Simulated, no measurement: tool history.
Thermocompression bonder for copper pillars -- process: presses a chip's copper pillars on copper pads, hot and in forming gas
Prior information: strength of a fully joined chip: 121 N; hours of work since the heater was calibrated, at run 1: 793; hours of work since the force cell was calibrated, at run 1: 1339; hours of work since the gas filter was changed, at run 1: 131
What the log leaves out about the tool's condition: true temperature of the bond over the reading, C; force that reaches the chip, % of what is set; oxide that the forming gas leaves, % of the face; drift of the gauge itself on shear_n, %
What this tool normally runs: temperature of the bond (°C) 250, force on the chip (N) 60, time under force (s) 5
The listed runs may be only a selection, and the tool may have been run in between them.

| run | hour | temperature of the bond (°C) | force on the chip (N) | time under force (s) | hours of work since the heater was calibrated | hours of work since the force cell was calibrated | hours of work since the gas filter was changed | force that shears a chip off (N) |
|---|---|---|---|---|---|---|---|---|
| 1 | 0.0 | 250 | 60 | 5 | 793 | 1339 | 131 | 63.4 |
| 2 | 33.6 | 250 | 70 | 5 | 817 | 1363 | 155 | 68.3 |
|  | 37.1 | forming gas filter changed |
| 3 | 84.6 | 250 | 60 | 5 | 854 | 1399 | 34 | 66.0 |
| 4 | 130.1 | 250 | 60 | 5 | 887 | 1432 | 67 | 65.2 |
| 5 | 198.1 | 250 | 60 | 5 | 936 | 1481 | 116 | 63.8 |
| 6 | 233.4 | 250 | 60 | 5 | 961 | 1507 | 141 | 63.6 |
|  | 254.7 | forming gas filter changed |
| 7 | 283.9 | 271 | 60 | 5 | 997 | 1543 | 21 | 82.1 |
| 8 | 336.6 | 271 | 60 | 5 | 1035 | 1580 | 59 | 81.3 |
| 9 | 394.8 | 250 | 60 | 5 | 1077 | 1622 | 101 | 64.6 |
| 10 | 460.9 | 250 | 60 | 5 | 1124 | 1670 | 148 | 64.2 |
|  | 474.5 | forming gas filter changed |
| 11 | 529.9 | 250 | 60 | 8 | 1174 | 1719 | 40 | 76.6 |
|  | 534.3 | force cell calibrated |
| 12 | 590.5 | 250 | 77 | 5 | 1216 | 40 | 82 | 75.1 |
| 13 | 624.3 | 250 | 77 | 5 | 1241 | 65 | 107 | 75.1 |
| 14 | 658.2 | 250 | 77 | 5 | 1265 | 89 | 131 | 74.3 |
|  | 678.1 | heater calibrated with a thermocouple chip |
|  | 696.8 | forming gas filter changed |
| 15 | 724.7 | 250 | 77 | 5 | 33 | 135 | 20 | 74.0 |
| 16 | 778.1 | 250 | 66 | 5 | 72 | 174 | 59 | 67.6 |
| 17 | 819.0 | 250 | 66 | 5 | 101 | 203 | 88 | 66.9 |
| 18 | 858.2 | 250 | 66 | 5 | 129 | 231 | 116 | 66.5 |
| 19 | 911.1 | 250 | 66 | 5 | 167 | 269 | 154 | 65.4 |
|  | 915.8 | forming gas filter changed |
|  | 920.7 | force cell calibrated, once more |
| 20 | 977.8 | 250 | 66 | 5 | 214 | 41 | 44 | 66.2 |
| 21 | 1032.1 | 265 | 38 | 4 | 253 | 80 | 83 | 52.1 |
| 22 | 1087.5 | 244 | 50 | 4 | 293 | 120 | 122 | 46.6 |
| 23 | 1131.6 | 271 | 60 | 4 | 325 | 152 | 154 | 70.9 |
|  | 1136.5 | forming gas filter changed |
| 24 | 1163.7 | 273 | 65 | 11 | 347 | 175 | 20 | 99.9 |
| 25 | 1203.4 | 276 | 60 | 5 | 376 | 203 | 48 | 81.8 |
| 26 | 1236.5 | 276 | 60 | 5 | 400 | 227 | 72 | 81.4 |
| 27 | 1272.0 | 276 | 39 | 5 | 425 | 253 | 98 | 64.7 |
| 28 | 1309.5 | 251 | 65 | 5 | 452 | 280 | 124 | 65.2 |
| 29 | 1352.6 | 251 | 65 | 5 | 483 | 311 | 156 | 64.5 |
|  | 1359.3 | forming gas filter changed |
| 30 | 1407.3 | 251 | 65 | 5 | 522 | 350 | 35 | 67.2 |
| 31 | 1473.1 | 250 | 88 | 8 | 570 | 397 | 82 | 86.7 |
| 32 | 1505.4 | 250 | 60 | 3 | 593 | 420 | 105 | 52.4 |
| 33 | 1554.7 | 226 | 63 | 5 | 629 | 456 | 141 | 46.3 |
|  | 1580.3 | forming gas filter changed |
| 34 | 1608.6 | 226 | 63 | 5 | 667 | 494 | 20 | 48.7 |
| 35 | 1639.4 | 226 | 63 | 5 | 689 | 516 | 43 | 48.0 |
| 36 | 1674.7 | 272 | 43 | 5 | 715 | 542 | 68 | 67.4 |
| 37 | 1718.5 | 232 | 50 | 5 | 746 | 573 | 99 | 44.1 |

Results for each run, recomputed without the tool's hidden state and with each run's random variation untouched:
| run | force that shears a chip off (N) |
|---|---|
| 1 | 63.0 |
| 2 | 68.6 |
| 3 | 63.2 |
| 4 | 63.1 |
| 5 | 62.7 |
| 6 | 63.1 |
| 7 | 78.8 |
| 8 | 78.8 |
| 9 | 62.5 |
| 10 | 63.1 |
| 11 | 72.8 |
| 12 | 72.1 |
| 13 | 72.6 |
| 14 | 72.4 |
| 15 | 72.4 |
| 16 | 66.8 |
| 17 | 66.7 |
| 18 | 66.8 |
| 19 | 66.6 |
| 20 | 66.7 |
| 21 | 53.0 |
| 22 | 47.9 |
| 23 | 73.9 |
| 24 | 99.9 |
| 25 | 82.2 |
| 26 | 82.5 |
| 27 | 65.8 |
| 28 | 66.7 |
| 29 | 66.7 |
| 30 | 66.5 |
| 31 | 87.5 |
| 32 | 52.7 |
| 33 | 46.9 |
| 34 | 47.2 |
| 35 | 46.8 |
| 36 | 66.9 |
| 37 | 43.7 |
